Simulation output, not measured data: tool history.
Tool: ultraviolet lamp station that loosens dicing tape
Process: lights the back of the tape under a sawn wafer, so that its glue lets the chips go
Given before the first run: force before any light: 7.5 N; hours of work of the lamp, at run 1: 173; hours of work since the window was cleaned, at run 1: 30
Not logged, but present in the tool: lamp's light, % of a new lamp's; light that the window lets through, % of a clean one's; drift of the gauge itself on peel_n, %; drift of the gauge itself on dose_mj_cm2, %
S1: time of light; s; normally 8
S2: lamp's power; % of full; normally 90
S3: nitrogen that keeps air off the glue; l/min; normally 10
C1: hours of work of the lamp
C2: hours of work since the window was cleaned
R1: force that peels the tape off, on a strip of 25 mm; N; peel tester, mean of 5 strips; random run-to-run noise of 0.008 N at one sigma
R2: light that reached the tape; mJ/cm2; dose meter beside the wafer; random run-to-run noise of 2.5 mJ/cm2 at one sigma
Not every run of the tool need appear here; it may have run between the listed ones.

Run 1, hour 0: usual settings; C1 173; C2 30. Result: R1 0.363 N, R2 286 mJ/cm2.
Run 2, hour 31.2: usual settings; C1 188; C2 45. Result: R1 0.368 N, R2 280 mJ/cm2.
Run 3, hour 65: usual settings but S1 16 s; C1 205; C2 62. Result: R1 0.072 N, R2 560 mJ/cm2.
Run 4, hour 105.3: usual settings but S1 16 s; C1 224; C2 81. Result: R1 0.086 N, R2 542 mJ/cm2.
Run 5, hour 151.1: usual settings; C1 246; C2 104. Result: R1 0.407 N, R2 272 mJ/cm2.
Run 6, hour 186.9: usual settings; C1 264; C2 121. Result: R1 0.414 N, R2 265 mJ/cm2.
Run 7, hour 226.3: usual settings but S3 11 l/min; C1 283; C2 140. Result: R1 0.421 N, R2 259 mJ/cm2.
Run 8, hour 269.6: usual settings but S3 11 l/min; C1 304; C2 161. Result: R1 0.429 N, R2 258 mJ/cm2.
Run 9, hour 313.2: usual settings but S3 11 l/min; C1 325; C2 183. Result: R1 0.438 N, R2 254 mJ/cm2.
At hour 316.4: window cleaned of glue's vapour.
Run 10, hour 370.3: usual settings but S3 11 l/min; C1 353; C2 26. Result: R1 0.517 N, R2 236 mJ/cm2.
Run 11, hour 421.4: usual settings but S1 7 s; C1 378; C2 51. Result: R1 0.795 N, R2 205 mJ/cm2.
Run 12, hour 455: usual settings but S1 7 s; C1 394; C2 67. Result: R1 0.839 N, R2 203 mJ/cm2.
Run 13, hour 507: usual settings but S2 68 % of full, S3 9 l/min; C1 419; C2 93. Result: R1 1.23 N, R2 168 mJ/cm2.
Run 14, hour 561.9: usual settings but S1 11 s, S2 86 % of full, S3 4 l/min; C1 446; C2 119. Result: R1 0.891 N, R2 292 mJ/cm2.
Run 15, hour 599.2: usual settings but S1 5 s; C1 464; C2 138. Result: R1 1.704 N, R2 132 mJ/cm2.
At hour 620.7: window cleaned of glue's vapour, once more.
Run 16, hour 623.8: usual settings but S1 5 s; C1 476; C2 2. Result: R1 1.171 N, R2 165 mJ/cm2.
Run 17, hour 679.4: usual settings but S1 5 s; C1 503; C2 29. Result: R1 1.235 N, R2 160 mJ/cm2.
Run 18, hour 709.9: usual settings but S2 87 % of full, S3 4 l/min; C1 518; C2 43. Result: R1 1.152 N, R2 252 mJ/cm2.
Run 19, hour 752: usual settings but S2 87 % of full, S3 4 l/min; C1 538; C2 64. Result: R1 1.181 N, R2 251 mJ/cm2.
Run 20, hour 803.3: usual settings but S1 9 s, S2 65 % of full, S3 17 l/min; C1 563; C2 89. Result: R1 0.522 N, R2 202 mJ/cm2.
Run 21, hour 831.4: usual settings but S2 74 % of full, S3 5 l/min; C1 577; C2 103. Result: R1 1.411 N, R2 200 mJ/cm2.

Consider 4 possible next runs. They are alternatives, not a sequence: every one starts from the tool as it was left by run 21. What does each give?
Run A, hour 881.1: usual settings but S2 85 % of full; C1 601; C2 127. Result: R1 ?, R2 ?.
Run B, hour 881.1: usual settings but S1 4 s, S2 74 % of full, S3 5 l/min; C1 601; C2 127. Result: R1 ?, R2 ?.
Run C, hour 881.1: usual settings but S1 4 s, S2 61 % of full, S3 15 l/min; C1 601; C2 127. Result: R1 ?, R2 ?.
Run D, hour 881.1: usual settings but S1 11 s, S2 72 % of full, S3 5 l/min; C1 601; C2 127. Result: R1 ?, R2 ?.

run     R1   R2
  A  0.608  232
  B  3.316   99
  C  2.559   82
  D  0.829  268
With the hidden condition removed and each run's random variation left untouched, the same runs would have given:
run     R1   R2
  A  0.362  286
  B  2.728  123
  C  1.996  101
  D  0.516  332
